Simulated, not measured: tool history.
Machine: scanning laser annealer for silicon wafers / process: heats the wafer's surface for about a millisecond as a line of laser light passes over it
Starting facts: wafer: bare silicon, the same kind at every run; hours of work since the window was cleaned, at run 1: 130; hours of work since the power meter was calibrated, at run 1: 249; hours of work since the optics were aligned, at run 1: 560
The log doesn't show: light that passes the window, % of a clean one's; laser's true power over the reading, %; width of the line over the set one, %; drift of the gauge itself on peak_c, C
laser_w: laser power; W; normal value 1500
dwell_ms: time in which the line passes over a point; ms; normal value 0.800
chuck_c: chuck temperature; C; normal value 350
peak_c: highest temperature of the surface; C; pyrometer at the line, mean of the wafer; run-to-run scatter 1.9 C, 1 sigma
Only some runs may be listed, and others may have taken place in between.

| run | hour | laser_w | dwell_ms | chuck_c | hours of work since the window was cleaned | hours of work since the power meter was calibrated | hours of work since the optics were aligned | peak_c |
|---|---|---|---|---|---|---|---|---|
| 1 | 0.0 | 1500 | 0.800 | 350 | 130 | 249 | 560 | 1084 |
| 2 | 7.5 | 1500 | 0.655 | 350 | 135 | 254 | 565 | 1003 |
| 3 | 18.7 | 1500 | 0.800 | 358 | 142 | 261 | 572 | 1092 |
| 4 | 30.2 | 1500 | 0.800 | 358 | 150 | 269 | 580 | 1094 |
| 5 | 38.3 | 1500 | 0.800 | 358 | 155 | 274 | 585 | 1090 |
| 6 | 44.6 | 1500 | 0.800 | 359 | 159 | 278 | 589 | 1092 |
| 7 | 51.1 | 1500 | 0.800 | 359 | 164 | 283 | 594 | 1092 |
| 8 | 64.4 | 1500 | 0.647 | 359 | 172 | 291 | 602 | 1005 |
| 9 | 77.0 | 1500 | 0.800 | 388 | 181 | 300 | 611 | 1118 |
| 10 | 86.3 | 1500 | 0.800 | 388 | 187 | 306 | 617 | 1118 |
| 11 | 95.4 | 1461 | 0.818 | 334 | 193 | 312 | 623 | 1045 |
|  | 101.4 | optics aligned, line set to its width |
| 12 | 111.5 | 1461 | 0.818 | 334 | 200 | 319 | 7 | 1046 |
| 13 | 118.7 | 1398 | 0.927 | 334 | 205 | 324 | 11 | 1051 |
| 14 | 127.6 | 1352 | 0.632 | 350 | 210 | 330 | 17 | 903 |
| 15 | 137.1 | 1386 | 0.901 | 315 | 217 | 336 | 23 | 1008 |
| 16 | 144.9 | 1386 | 0.908 | 315 | 222 | 341 | 29 | 1014 |
| 17 | 150.6 | 1589 | 0.840 | 380 | 226 | 345 | 32 | 1187 |
| 18 | 163.9 | 1589 | 0.840 | 380 | 234 | 353 | 41 | 1181 |
| 19 | 172.3 | 1309 | 0.800 | 364 | 240 | 359 | 47 | 966 |

Predict each of these 3 candidate next runs independently; none follows another, all start after run 19:
|  | 189.4 | optics aligned, line set to its width, once more |
| A | 189.9 | 1541 | 0.706 | 318 | 248 | 367 | 0 | ? |
|  | 189.4 | optics aligned, line set to its width, once more |
| B | 189.9 | 1500 | 0.708 | 350 | 248 | 367 | 0 | ? |
|  | 189.4 | optics aligned, line set to its width, once more |
| C | 189.9 | 1551 | 0.865 | 337 | 248 | 367 | 0 | ? |

| run | peak_c |
|---|---|
| A | 1035 |
| B | 1041 |
| C | 1146 |
Take away the tool's hidden state, keep each run's random variation, and the runs would have read:
| run | peak_c |
|---|---|
| A | 1054 |
| B | 1059 |
| C | 1167 |

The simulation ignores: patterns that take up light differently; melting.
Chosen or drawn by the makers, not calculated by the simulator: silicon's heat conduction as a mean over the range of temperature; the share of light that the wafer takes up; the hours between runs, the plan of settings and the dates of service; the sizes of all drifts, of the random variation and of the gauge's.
